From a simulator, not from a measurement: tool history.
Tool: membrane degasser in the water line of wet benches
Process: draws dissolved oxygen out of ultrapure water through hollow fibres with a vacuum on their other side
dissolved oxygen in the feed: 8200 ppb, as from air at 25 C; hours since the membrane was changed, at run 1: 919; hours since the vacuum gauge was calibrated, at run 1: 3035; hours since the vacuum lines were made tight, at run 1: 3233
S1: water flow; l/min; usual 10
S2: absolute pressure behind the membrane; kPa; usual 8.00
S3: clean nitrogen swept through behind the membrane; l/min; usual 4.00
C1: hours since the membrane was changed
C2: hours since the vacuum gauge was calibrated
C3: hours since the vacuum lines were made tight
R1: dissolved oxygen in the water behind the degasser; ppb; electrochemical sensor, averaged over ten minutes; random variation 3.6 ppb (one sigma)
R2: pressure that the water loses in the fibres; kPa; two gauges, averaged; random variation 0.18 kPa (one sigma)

run   hour  S1     S2    S3    C1    C2    C3     R1     R2
  1    0.0  10   8.00  4.00   919  3035  3233  376.6  31.65
  2   36.8  10   8.00  4.00   956  3072  3270  383.0  31.21
  3   66.6  10   8.00  4.00   986  3102  3299  369.9  31.14
  4   98.1  10   8.00  4.00  1017  3133  3331  364.8  31.21
  5  153.3  10  16.23  4.00  1073  3188  3386  421.8  31.77
  6  190.7  10   5.81  4.00  1110  3226  3424  362.8  31.60
  7  234.5  10   8.00  4.00  1154  3270  3467  371.1  31.69
  8  289.9  10   8.00  2.00  1209  3325  3523  399.1  31.42
  9  331.9  10   8.00  2.00  1251  3367  3565  402.9  31.59
 10  373.4  10   8.00  2.00  1293  3409  3606  392.9  31.40
 11  436.2  10   8.00  2.00  1356  3471  3669  406.3  31.47
 12  485.4  10   8.00  2.00  1405  3521  3718  408.0  31.58
 13  519.8  10   8.00  2.00  1439  3555  3753  398.4  31.64
 14  560.0  10   8.00  2.00  1479  3595  3793  402.4  31.56
 15  595.1  10   8.00  4.00  1514  3630  3828  377.4  31.62
 16  639.8  10   8.00  4.00  1559  3675  3873  379.8  31.66
 17  670.7   7  11.60  2.06  1590  3706  3904  292.3  22.22

Run 18 comes next. What will it give?
 18  722.8   8  7.45  7.60  1642  3758  3956   ?   ?

Run 18 gave R1 271.0 ppb, R2 25.13 kPa.
Without the tool's hidden state the same run would have given R1 258.6 ppb, R2 24.81 kPa.

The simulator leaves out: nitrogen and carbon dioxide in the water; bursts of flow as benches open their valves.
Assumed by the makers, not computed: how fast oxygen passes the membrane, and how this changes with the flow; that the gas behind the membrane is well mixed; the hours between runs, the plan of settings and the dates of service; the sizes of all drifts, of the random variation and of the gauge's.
